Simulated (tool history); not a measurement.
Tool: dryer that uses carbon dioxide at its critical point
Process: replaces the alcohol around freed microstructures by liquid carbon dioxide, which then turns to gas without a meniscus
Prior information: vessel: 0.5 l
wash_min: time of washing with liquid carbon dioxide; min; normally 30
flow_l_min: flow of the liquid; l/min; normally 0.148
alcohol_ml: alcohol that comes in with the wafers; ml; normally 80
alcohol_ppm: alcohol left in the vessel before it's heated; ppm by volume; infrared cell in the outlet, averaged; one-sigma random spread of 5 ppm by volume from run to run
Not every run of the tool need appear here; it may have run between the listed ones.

| run | hour | wash_min | flow_l_min | alcohol_ml | alcohol_ppm |
|---|---|---|---|---|---|
| 1 | 0.0 | 30 | 0.148 | 80 | 200 |
| 2 | 28.2 | 30 | 0.148 | 80 | 189 |
| 3 | 70.8 | 30 | 0.148 | 80 | 205 |
| 4 | 120.5 | 30 | 0.148 | 80 | 220 |
| 5 | 167.4 | 47 | 0.148 | 80 | 135 |
| 6 | 194.7 | 47 | 0.148 | 80 | 146 |
| 7 | 251.3 | 47 | 0.148 | 80 | 153 |
| 8 | 279.3 | 23 | 0.148 | 80 | 713 |
| 9 | 314.6 | 23 | 0.148 | 80 | 729 |
| 10 | 343.1 | 19 | 0.093 | 27 | 3052 |
| 11 | 377.0 | 21 | 0.191 | 72 | 396 |
|  | 407.1 | purifier's bed changed |
| 12 | 407.1 | 37 | 0.112 | 20 | 55 |
|  | 424.0 | inlet filter changed |
| 13 | 466.2 | 42 | 0.131 | 34 | 10 |

Here are 4 independent what-if runs from the current tool condition. What would each one return?
| A | 522.7 | 47 | 0.153 | 34 | ? |
| B | 522.7 | 36 | 0.102 | 37 | ? |
| C | 522.7 | 42 | 0.237 | 34 | ? |
| D | 522.7 | 42 | 0.244 | 26 | ? |

| run | alcohol_ppm |
|---|---|
| A | 18 |
| B | 86 |
| C | 18 |
| D | 17 |
The same runs, with their run-to-run variation unchanged, on a tool lacking any hidden condition would have given:
| run | alcohol_ppm |
|---|---|
| A | 10 |
| B | 65 |
| C | 10 |
| D | 8 |

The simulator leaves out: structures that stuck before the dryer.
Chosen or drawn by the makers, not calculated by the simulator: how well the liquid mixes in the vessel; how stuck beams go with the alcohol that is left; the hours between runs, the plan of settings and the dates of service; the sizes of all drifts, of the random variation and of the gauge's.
